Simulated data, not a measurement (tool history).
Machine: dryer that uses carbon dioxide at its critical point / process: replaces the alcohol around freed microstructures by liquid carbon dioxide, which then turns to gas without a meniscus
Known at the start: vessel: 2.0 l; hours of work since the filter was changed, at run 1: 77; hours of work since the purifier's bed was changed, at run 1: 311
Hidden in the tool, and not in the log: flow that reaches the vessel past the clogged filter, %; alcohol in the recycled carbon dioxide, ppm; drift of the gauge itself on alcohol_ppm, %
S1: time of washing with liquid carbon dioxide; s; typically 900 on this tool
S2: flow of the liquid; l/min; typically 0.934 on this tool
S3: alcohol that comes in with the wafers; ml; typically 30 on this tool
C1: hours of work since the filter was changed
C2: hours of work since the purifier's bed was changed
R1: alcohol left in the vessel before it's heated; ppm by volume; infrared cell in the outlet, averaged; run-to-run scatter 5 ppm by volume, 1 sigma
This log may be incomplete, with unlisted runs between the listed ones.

run 1 hour=0.0 | S1=900 S2=0.934 S3=30 | C1=77 C2=311 | R1=93
run 2 hour=10.5 | S1=900 S2=0.934 S3=29 | C1=84 C2=318 | R1=101
run 3 hour=16.7 | S1=900 S2=0.934 S3=30 | C1=88 C2=322 | R1=102
run 4 hour=26.8 | S1=900 S2=0.934 S3=30 | C1=94 C2=328 | R1=99
run 5 hour=32.4 | S1=900 S2=0.934 S3=30 | C1=98 C2=332 | R1=99
run 6 hour=39.2 | S1=900 S2=0.934 S3=30 | C1=102 C2=336 | R1=96
run 7 hour=51.9 | S1=900 S2=0.934 S3=30 | C1=110 C2=344 | R1=99
run 8 hour=62.1 | S1=900 S2=0.934 S3=30 | C1=117 C2=350 | R1=94
run 9 hour=75.0 | S1=900 S2=0.581 S3=51 | C1=125 C2=359 | R1=803
run 10 hour=80.8 | S1=900 S2=0.639 S3=51 | C1=129 C2=362 | R1=583
run 11 hour=88.3 | S1=900 S2=0.639 S3=51 | C1=133 C2=367 | R1=585
run 12 hour=98.1 | S1=1320 S2=0.662 S3=31 | C1=140 C2=373 | R1=105
run 13 hour=104.0 | S1=1320 S2=0.662 S3=31 | C1=143 C2=377 | R1=101

Here are 3 independent what-if runs from the current tool condition. What would each one return?
run A hour=115.8 | S1=1320 S2=0.662 S3=21 | C1=151 C2=384 | R1=?
run B hour=115.8 | S1=1140 S2=0.914 S3=42 | C1=151 C2=384 | R1=?
run C hour=115.8 | S1=780 S2=0.662 S3=31 | C1=151 C2=384 | R1=?

run=A R1=97
run=B R1=81
run=C R1=553
Had the tool no hidden state, the same runs would have come out as:
run=A R1=35
run=B R1=22
run=C R1=385
